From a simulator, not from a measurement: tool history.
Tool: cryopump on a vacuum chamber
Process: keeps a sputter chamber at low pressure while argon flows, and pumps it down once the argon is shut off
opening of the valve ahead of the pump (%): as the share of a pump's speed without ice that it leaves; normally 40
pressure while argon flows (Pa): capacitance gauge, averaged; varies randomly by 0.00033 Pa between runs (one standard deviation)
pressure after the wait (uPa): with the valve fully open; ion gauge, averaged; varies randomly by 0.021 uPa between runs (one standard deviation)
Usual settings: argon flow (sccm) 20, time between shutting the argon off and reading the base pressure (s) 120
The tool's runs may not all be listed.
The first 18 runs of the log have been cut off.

| run | hour | argon flow (sccm) | time between shutting the argon off and reading the base pressure (s) | opening of the valve ahead of the pump (%) | pressure while argon flows (Pa) | pressure after the wait (uPa) |
|---|---|---|---|---|---|---|
| 19 | 1787.1 | 18 | 36 | 53 | 0.0259 | 1.54 |
| 20 | 1892.1 | 29 | 28 | 19 | 0.1101 | 1.90 |
|  | 1941.9 | pump warmed up, emptied and cooled again |
| 21 | 1974.3 | 8 | 120 | 26 | 0.0211 | 0.78 |
| 22 | 2062.1 | 20 | 85 | 21 | 0.0659 | 0.95 |
| 23 | 2130.6 | 35 | 120 | 40 | 0.0612 | 0.85 |
| 24 | 2200.0 | 35 | 50 | 40 | 0.0621 | 1.28 |
| 25 | 2307.2 | 35 | 50 | 40 | 0.0627 | 1.31 |
| 26 | 2373.2 | 33 | 33 | 18 | 0.1275 | 1.61 |
| 27 | 2489.3 | 33 | 33 | 18 | 0.1276 | 1.66 |
| 28 | 2565.9 | 10 | 23 | 40 | 0.0181 | 2.25 |
| 29 | 2656.9 | 10 | 23 | 40 | 0.0186 | 2.24 |
| 30 | 2720.9 | 35 | 71 | 16 | 0.1544 | 1.24 |
| 31 | 2807.5 | 35 | 71 | 16 | 0.1555 | 1.25 |
|  | 2904.5 | pump warmed up, emptied and cooled again |
| 32 | 2907.8 | 23 | 158 | 40 | 0.0395 | 0.83 |
| 33 | 3011.5 | 23 | 130 | 48 | 0.0335 | 0.90 |

Consider 5 possible next runs. They are alternatives, not a sequence: every one starts from the tool as it was left by run 33. What does each give?
| A | 3106.3 | 11 | 130 | 48 | ? | ? |
| B | 3106.3 | 18 | 28 | 41 | ? | ? |
| C | 3106.3 | 33 | 218 | 41 | ? | ? |
| D | 3106.3 | 25 | 104 | 49 | ? | ? |
| E | 3106.3 | 23 | 130 | 19 | ? | ? |

| run | pressure while argon flows (Pa) | pressure after the wait (uPa) |
|---|---|---|
| A | 0.0163 | 0.93 |
| B | 0.0312 | 1.89 |
| C | 0.0570 | 0.80 |
| D | 0.0364 | 0.99 |
| E | 0.0838 | 0.90 |
What these runs would have given with no unlogged condition in the tool:
| run | pressure while argon flows (Pa) | pressure after the wait (uPa) |
|---|---|---|
| A | 0.0156 | 0.40 |
| B | 0.0300 | 1.36 |
| C | 0.0549 | 0.28 |
| D | 0.0347 | 0.45 |
| E | 0.0823 | 0.35 |

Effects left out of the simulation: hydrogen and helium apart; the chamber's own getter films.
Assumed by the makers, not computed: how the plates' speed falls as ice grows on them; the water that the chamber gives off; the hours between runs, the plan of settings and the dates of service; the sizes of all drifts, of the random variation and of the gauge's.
